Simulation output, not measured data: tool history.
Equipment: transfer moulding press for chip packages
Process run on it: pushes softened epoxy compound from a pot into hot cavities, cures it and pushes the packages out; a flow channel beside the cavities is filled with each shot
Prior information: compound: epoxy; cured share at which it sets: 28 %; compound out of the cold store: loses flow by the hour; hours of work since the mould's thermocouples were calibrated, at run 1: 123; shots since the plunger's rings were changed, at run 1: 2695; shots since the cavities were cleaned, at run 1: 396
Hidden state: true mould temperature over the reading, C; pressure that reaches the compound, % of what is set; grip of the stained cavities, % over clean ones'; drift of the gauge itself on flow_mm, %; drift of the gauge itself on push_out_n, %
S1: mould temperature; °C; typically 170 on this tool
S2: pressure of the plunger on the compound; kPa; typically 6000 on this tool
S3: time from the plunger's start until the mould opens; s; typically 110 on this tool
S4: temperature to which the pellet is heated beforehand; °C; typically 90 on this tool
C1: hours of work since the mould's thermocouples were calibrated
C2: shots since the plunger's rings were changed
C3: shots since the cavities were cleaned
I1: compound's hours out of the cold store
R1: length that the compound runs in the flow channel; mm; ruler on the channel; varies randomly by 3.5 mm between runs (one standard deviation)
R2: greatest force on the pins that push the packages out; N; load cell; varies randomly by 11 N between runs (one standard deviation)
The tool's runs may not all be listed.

Run 1, day 0.000: usual settings; C1 123; C2 2695; C3 396; I1 45.7. Result: R1 871 mm, R2 852 N.
Run 2, day 2.538: usual settings; C1 159; C2 3312; C3 1013; I1 23.3. Result: R1 925 mm, R2 1157 N.
At day 3.071: cavities cleaned with cleaning compound and waxed.
Run 3, day 4.171: usual settings; C1 182; C2 3695; C3 267; I1 12.0. Result: R1 956 mm, R2 871 N.
At day 5.325: plunger's sealing rings changed.
Run 4, day 5.933: usual settings; C1 205; C2 149; C3 672; I1 44.7. Result: R1 892 mm, R2 1000 N.
At day 8.000: cavities cleaned with cleaning compound and waxed.
Run 5, day 8.500: usual settings; C1 241; C2 758; C3 121; I1 37.9. Result: R1 903 mm, R2 732 N.
Run 6, day 10.550: usual settings but S2 6820 kPa; C1 270; C2 1257; C3 620; I1 35.3. Result: R1 971 mm, R2 1042 N.
Run 7, day 12.092: usual settings but S2 6820 kPa; C1 293; C2 1633; C3 996; I1 36.8. Result: R1 959 mm, R2 1143 N.
At day 12.796: cavities cleaned with cleaning compound and waxed.
Run 8, day 14.779: usual settings but S2 6820 kPa, S3 93 s; C1 330; C2 2273; C3 484; I1 30.3. Result: R1 973 mm, R2 1522 N.
Run 9, day 16.325: usual settings but S2 6820 kPa, S3 93 s; C1 352; C2 2649; C3 860; I1 37.5. Result: R1 957 mm, R2 1680 N.
At day 17.608: cavities cleaned with cleaning compound and waxed.
Run 10, day 18.875: usual settings but S2 6820 kPa, S3 93 s; C1 388; C2 3255; C3 308; I1 16.9. Result: R1 996 mm, R2 1429 N.
Run 11, day 20.112: usual settings but S1 167 °C, S2 5070 kPa, S3 93 s; C1 406; C2 3557; C3 610; I1 27.0. Result: R1 847 mm, R2 2057 N.
At day 21.950: plunger's sealing rings changed.
At day 22.438: cavities cleaned with cleaning compound and waxed.
Run 12, day 22.517: usual settings but S1 167 °C, S2 5070 kPa, S3 93 s; C1 438; C2 122; C3 19; I1 36.6. Result: R1 844 mm, R2 1044 N.
Run 13, day 23.971: usual settings; C1 458; C2 477; C3 374; I1 13.8. Result: R1 969 mm, R2 976 N.

Forecast each of these 3 alternatives for the next run:
Run A, day 25.554: usual settings but S1 168 °C, S3 133 s, S4 84 °C; C1 481; C2 862; C3 759; I1 23.4. Result: R1 ?, R2 ?.
Run B, day 25.554: usual settings but S2 4550 kPa, S4 88 °C; C1 481; C2 862; C3 759; I1 31.1. Result: R1 ?, R2 ?.
Run C, day 25.554: usual settings but S1 176 °C, S2 7000 kPa, S3 125 s; C1 481; C2 862; C3 759; I1 43.9. Result: R1 ?, R2 ?.

run   R1    R2
  A  947   906
  B  799  1131
  C  935   774
With no hidden state in the tool, these same runs would have given:
run   R1   R2
  A  954  425
  B  805  526
  C  942  373
